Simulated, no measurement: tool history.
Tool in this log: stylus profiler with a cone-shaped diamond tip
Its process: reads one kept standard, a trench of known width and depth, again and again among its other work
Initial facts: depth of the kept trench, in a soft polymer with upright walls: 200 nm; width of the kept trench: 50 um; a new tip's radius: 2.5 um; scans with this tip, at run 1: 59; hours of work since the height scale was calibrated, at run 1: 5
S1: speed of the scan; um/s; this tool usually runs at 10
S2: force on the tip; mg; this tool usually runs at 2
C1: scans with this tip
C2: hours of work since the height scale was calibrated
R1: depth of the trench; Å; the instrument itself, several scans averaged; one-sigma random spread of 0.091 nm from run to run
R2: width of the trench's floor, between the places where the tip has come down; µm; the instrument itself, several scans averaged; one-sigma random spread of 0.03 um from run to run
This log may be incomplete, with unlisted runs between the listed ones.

| run | hour | S1 | S2 | C1 | C2 | R1 | R2 |
|---|---|---|---|---|---|---|---|
| 1 | 0 | 10 | 2 | 59 | 5 | 2028.7 | 47.99 |
| 2 | 7.6 | 10 | 2 | 129 | 11 | 2026.8 | 48 |
| 3 | 23.5 | 10 | 2 | 276 | 23 | 2027.7 | 47.97 |
| 4 | 33.3 | 10 | 1.23 | 367 | 30 | 2022.3 | 47.98 |
| 5 | 46.3 | 10 | 1.23 | 487 | 40 | 2020.8 | 47.92 |
| 6 | 58.2 | 10 | 2 | 597 | 49 | 2027.9 | 47.92 |
| 7 | 68.2 | 10 | 2 | 690 | 57 | 2028 | 47.92 |
| 8 | 78.6 | 10 | 2 | 786 | 65 | 2027.4 | 47.95 |
| 9 | 94.5 | 10 | 2 | 933 | 77 | 2028.3 | 47.92 |
| 10 | 109 | 10 | 3.86 | 1067 | 88 | 2044.7 | 47.93 |
| 11 | 117.5 | 10 | 5.45 | 1146 | 95 | 2056 | 47.94 |
| 12 | 130.6 | 10 | 5.45 | 1267 | 105 | 2055.8 | 47.87 |
|  | 131.9 | height scale calibrated on a step standard |
| 13 | 143.7 | 4 | 0.7 | 1383 | 9 | 2015.3 | 47.92 |
| 14 | 151.8 | 4 | 0.7 | 1458 | 15 | 2015.6 | 47.93 |
| 15 | 159.7 | 10 | 1.09 | 1531 | 21 | 2019.2 | 47.88 |
| 16 | 170.4 | 10 | 1.09 | 1630 | 30 | 2019.2 | 47.9 |
| 17 | 188.2 | 10 | 0.96 | 1795 | 43 | 2018.6 | 47.88 |
| 18 | 203 | 8 | 1.12 | 1931 | 54 | 2021.2 | 47.91 |
|  | 209.9 | height scale calibrated on a step standard, once more |
| 19 | 219 | 9 | 0.8 | 2075 | 7 | 2014.5 | 47.87 |
| 20 | 233.9 | 2 | 2.23 | 2213 | 18 | 2028.4 | 47.87 |
| 21 | 243.7 | 10 | 4.13 | 2303 | 26 | 2044.6 | 47.89 |
| 22 | 260.3 | 5 | 1.06 | 2457 | 39 | 2017.4 | 47.87 |
| 23 | 273.3 | 7 | 3.04 | 2577 | 49 | 2037.6 | 47.82 |
| 24 | 290 | 7 | 4.82 | 2732 | 61 | 2049.6 | 47.86 |

Branching from run 24: 3 alternative next runs. What would each branch give?
| A | 301 | 4 | 0.91 | 2833 | 70 | ? | ? |
| B | 301 | 5 | 4.82 | 2833 | 70 | ? | ? |
| C | 301 | 5 | 0.92 | 2833 | 70 | ? | ? |

| run | R1 | R2 |
|---|---|---|
| A | 2017.3 | 47.86 |
| B | 2050.3 | 47.85 |
| C | 2016.5 | 47.83 |
Without the tool's hidden state the same runs would have given:
| run | R1 | R2 |
|---|---|---|
| A | 2017.4 | 48.05 |
| B | 2050.4 | 48.04 |
| C | 2016.7 | 48.02 |
